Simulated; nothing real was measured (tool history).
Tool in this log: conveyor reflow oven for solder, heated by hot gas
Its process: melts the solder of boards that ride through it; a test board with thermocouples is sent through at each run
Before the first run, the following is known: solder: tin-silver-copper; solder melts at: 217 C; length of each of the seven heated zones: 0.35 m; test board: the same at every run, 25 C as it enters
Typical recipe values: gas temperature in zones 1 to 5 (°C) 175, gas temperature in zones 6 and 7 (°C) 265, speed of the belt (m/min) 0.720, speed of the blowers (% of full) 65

run,hour,gas temperature in zones 1 to 5 (°C),gas temperature in zones 6 and 7 (°C),speed of the belt (m/min),speed of the blowers (% of full),highest temperature of the board (°C),time above the solder's melting point (s)
1,0.0,175,265,0.720,65,251.7,43.8
2,26.4,175,265,0.720,69,251.8,44.2
3,45.0,175,265,0.720,69,252.1,44.2
4,65.1,175,265,0.720,65,251.7,43.7
5,83.4,175,265,0.720,86,254.2,45.8
6,104.0,175,265,0.720,86,254.3,45.8
7,131.4,175,275,0.720,65,260.1,47.9
8,161.4,175,265,0.720,77,253.2,44.9
9,183.9,175,265,0.720,77,253.4,45.2
10,207.6,186,265,0.720,65,253.0,47.9
11,234.0,175,265,0.720,76,253.1,45.0
12,252.9,175,263,0.720,65,249.7,42.6
13,266.2,175,263,0.720,65,249.3,42.6
14,285.2,175,265,0.720,65,251.3,43.6
15,301.6,175,265,0.720,65,251.3,43.4
16,318.0,188,272,0.720,52,257.5,50.3
17,335.8,175,265,0.720,55,249.5,42.1
18,356.6,175,280,0.587,65,270.7,64.3
19,389.3,175,254,0.587,87,249.1,54.7
20,413.1,184,255,0.803,68,241.9,35.5
21,433.3,175,255,0.803,68,240.2,31.7
22,451.0,175,255,0.803,68,239.8,31.6
23,471.0,175,277,0.645,67,265.6,56.6
# hour 494.9: flux residue cleaned out of gas plates and filters
24,495.9,185,265,0.843,67,250.1,38.9
# hour 500.4: thermocouples of zones 6 and 7 changed
25,528.4,185,265,0.843,67,248.3,37.9
26,558.1,182,270,0.856,60,250.3,37.0
27,574.0,182,270,0.856,60,250.4,36.9
28,596.3,182,270,0.856,60,250.0,36.7
29,618.6,177,279,0.778,65,261.1,45.3
30,642.6,184,265,0.720,65,252.3,47.4

Predict each of these 4 candidate next runs independently; none follows another, all start after run 30:
A,672.3,175,265,0.841,65,?,?
B,672.3,170,265,0.601,88,?,?
C,672.3,171,265,0.720,67,?,?
D,672.3,175,259,0.720,59,?,?

run,highest temperature of the board (°C),time above the solder's melting point (s)
A,246.3,33.7
B,257.5,57.1
C,250.8,42.6
D,244.8,39.7
With the hidden condition removed and each run's random variation left untouched, the same runs would have given:
run,highest temperature of the board (°C),time above the solder's melting point (s)
A,246.7,33.7
B,257.8,57.0
C,251.1,42.6
D,245.1,39.7

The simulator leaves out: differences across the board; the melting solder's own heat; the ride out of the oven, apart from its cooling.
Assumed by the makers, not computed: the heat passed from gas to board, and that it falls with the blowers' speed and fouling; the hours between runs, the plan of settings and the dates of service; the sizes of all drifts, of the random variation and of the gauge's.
